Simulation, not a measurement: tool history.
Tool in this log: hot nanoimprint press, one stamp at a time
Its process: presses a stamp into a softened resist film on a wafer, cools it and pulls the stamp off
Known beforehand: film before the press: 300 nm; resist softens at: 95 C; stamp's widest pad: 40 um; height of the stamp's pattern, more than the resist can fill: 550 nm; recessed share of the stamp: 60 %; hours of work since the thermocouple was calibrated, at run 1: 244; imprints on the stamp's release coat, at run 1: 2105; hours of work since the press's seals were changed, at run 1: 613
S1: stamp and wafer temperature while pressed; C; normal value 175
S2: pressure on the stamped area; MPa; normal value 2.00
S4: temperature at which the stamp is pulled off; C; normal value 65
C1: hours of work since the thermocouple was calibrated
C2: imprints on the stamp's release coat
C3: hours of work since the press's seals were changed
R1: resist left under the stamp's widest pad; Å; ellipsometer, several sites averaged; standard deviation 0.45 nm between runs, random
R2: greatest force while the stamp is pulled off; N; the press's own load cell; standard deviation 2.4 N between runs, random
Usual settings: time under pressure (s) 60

Run 1, day 0.000: usual settings; C1 244; C2 2105; C3 613. Result: R1 1767 Å, R2 174 N.
At day 1.038: stamp cleaned and given a new release coat.
Run 2, day 1.242: usual settings; C1 257; C2 15; C3 626. Result: R1 1752 Å, R2 127 N.
Run 3, day 2.454: usual settings but S2 1.72 MPa; C1 273; C2 102; C3 642. Result: R1 1868 Å, R2 126 N.
Run 4, day 3.542: usual settings; C1 287; C2 181; C3 656. Result: R1 1744 Å, R2 128 N.
Run 5, day 4.692: usual settings; C1 302; C2 264; C3 671. Result: R1 1742 Å, R2 132 N.
Run 6, day 6.104: usual settings; C1 320; C2 367; C3 689. Result: R1 1747 Å, R2 132 N.
Run 7, day 7.658: usual settings; C1 341; C2 479; C3 710. Result: R1 1746 Å, R2 135 N.
Run 8, day 9.129: usual settings; C1 360; C2 586; C3 729. Result: R1 1732 Å, R2 139 N.
Run 9, day 9.821: usual settings; C1 369; C2 636; C3 738. Result: R1 1730 Å, R2 135 N.
Run 10, day 10.721: usual settings; C1 381; C2 701; C3 750. Result: R1 1729 Å, R2 142 N.
Run 11, day 12.017: usual settings but S4 69 C; C1 398; C2 795; C3 767. Result: R1 1716 Å, R2 138 N.

Forecast run 12:
Run 12, day 13.342: usual settings but S4 69 C; C1 415; C2 891; C3 784. Result: R1 ?, R2 ?.

{"run 12": {"R1": 1726, "R2": 143}}
Were there no unlogged condition in the tool, this run, its random variation unchanged, would have produced R1 1793 Å, R2 125 N.
